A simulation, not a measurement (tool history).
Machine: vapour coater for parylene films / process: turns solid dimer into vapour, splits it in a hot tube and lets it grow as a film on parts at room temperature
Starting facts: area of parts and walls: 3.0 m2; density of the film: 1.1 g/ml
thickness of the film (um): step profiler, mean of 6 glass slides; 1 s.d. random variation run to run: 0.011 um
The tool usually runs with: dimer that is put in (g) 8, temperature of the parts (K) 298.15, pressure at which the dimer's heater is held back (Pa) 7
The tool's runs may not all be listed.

run,hour,dimer that is put in (g),temperature of the parts (K),pressure at which the dimer's heater is held back (Pa),thickness of the film (um)
1,0,8,298.15,7,1.13
2,20.1,8,298.15,7,1.12
3,35.1,8,294.15,7,1.38
4,48.4,8,294.15,7,1.36
5,71.8,8,298.15,7,1.17
6,84.9,8,298.15,7,1.11

Predict the results of run 7:
7,105.3,10,298.15,7,?

thickness of the film (um): 1.42
Minus the tool's unlogged condition, the same run would have read thickness of the film (um) 1.42.

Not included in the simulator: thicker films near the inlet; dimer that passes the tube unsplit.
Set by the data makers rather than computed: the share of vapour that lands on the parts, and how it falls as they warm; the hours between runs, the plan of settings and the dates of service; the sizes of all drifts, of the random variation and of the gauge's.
